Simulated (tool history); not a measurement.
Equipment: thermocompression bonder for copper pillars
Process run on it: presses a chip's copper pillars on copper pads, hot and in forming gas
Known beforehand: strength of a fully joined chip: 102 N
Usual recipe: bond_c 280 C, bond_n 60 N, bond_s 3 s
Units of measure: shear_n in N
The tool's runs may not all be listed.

{"run": 1, "hour": 0.0, "bond_c": 280, "bond_n": 60, "bond_s": 3, "shear_n": 34.4}
{"run": 2, "hour": 16.9, "bond_c": 280, "bond_n": 60, "bond_s": 5, "shear_n": 41.4}
{"run": 3, "hour": 31.0, "bond_c": 280, "bond_n": 60, "bond_s": 3, "shear_n": 33.6}
{"run": 4, "hour": 46.5, "bond_c": 272, "bond_n": 60, "bond_s": 3, "shear_n": 30.5}
{"run": 5, "hour": 57.3, "bond_c": 272, "bond_n": 60, "bond_s": 3, "shear_n": 30.8}
{"run": 6, "hour": 67.8, "bond_c": 280, "bond_n": 60, "bond_s": 7, "shear_n": 46.5}
{"run": 7, "hour": 83.6, "bond_c": 280, "bond_n": 60, "bond_s": 3, "shear_n": 34.6}
{"run": 8, "hour": 97.8, "bond_c": 280, "bond_n": 60, "bond_s": 3, "shear_n": 33.4}
{"run": 9, "hour": 107.8, "bond_c": 280, "bond_n": 60, "bond_s": 3, "shear_n": 34.5}
{"run": 10, "hour": 115.9, "bond_c": 280, "bond_n": 60, "bond_s": 3, "shear_n": 33.2}
{"hour": 120.7, "done": "forming gas filter changed"}
{"run": 11, "hour": 127.4, "bond_c": 280, "bond_n": 60, "bond_s": 3, "shear_n": 36.7}
{"run": 12, "hour": 142.9, "bond_c": 274, "bond_n": 37, "bond_s": 3, "shear_n": 21.7}
{"run": 13, "hour": 150.2, "bond_c": 290, "bond_n": 80, "bond_s": 6, "shear_n": 64.4}
{"run": 14, "hour": 162.0, "bond_c": 290, "bond_n": 80, "bond_s": 6, "shear_n": 63.1}
{"run": 15, "hour": 174.3, "bond_c": 253, "bond_n": 38, "bond_s": 4, "shear_n": 17.4}
{"run": 16, "hour": 185.0, "bond_c": 253, "bond_n": 38, "bond_s": 4, "shear_n": 18.1}
{"run": 17, "hour": 200.3, "bond_c": 282, "bond_n": 41, "bond_s": 4, "shear_n": 28.7}
{"run": 18, "hour": 210.7, "bond_c": 280, "bond_n": 88, "bond_s": 6, "shear_n": 63.0}
{"run": 19, "hour": 224.6, "bond_c": 260, "bond_n": 69, "bond_s": 3, "shear_n": 31.0}
{"run": 20, "hour": 237.9, "bond_c": 260, "bond_n": 69, "bond_s": 9, "shear_n": 48.5}

Consider 5 possible next runs. They are alternatives, not a sequence: every one starts from the tool as it was left by run 20. What does each give?
{"run": "A", "hour": 248.3, "bond_c": 300, "bond_n": 44, "bond_s": 3, "shear_n": "?"}
{"run": "B", "hour": 248.3, "bond_c": 291, "bond_n": 60, "bond_s": 7, "shear_n": "?"}
{"run": "C", "hour": 248.3, "bond_c": 300, "bond_n": 60, "bond_s": 3, "shear_n": "?"}
{"run": "D", "hour": 248.3, "bond_c": 257, "bond_n": 51, "bond_s": 3, "shear_n": "?"}
{"run": "E", "hour": 248.3, "bond_c": 280, "bond_n": 60, "bond_s": 3, "shear_n": "?"}

run=A shear_n=34.0
run=B shear_n=54.8
run=C shear_n=44.5
run=D shear_n=22.3
run=E shear_n=35.8
Stripped of hidden state, with their random variation kept, the same runs would have yielded:
run=A shear_n=36.2
run=B shear_n=58.0
run=C shear_n=47.2
run=D shear_n=23.9
run=E shear_n=38.2
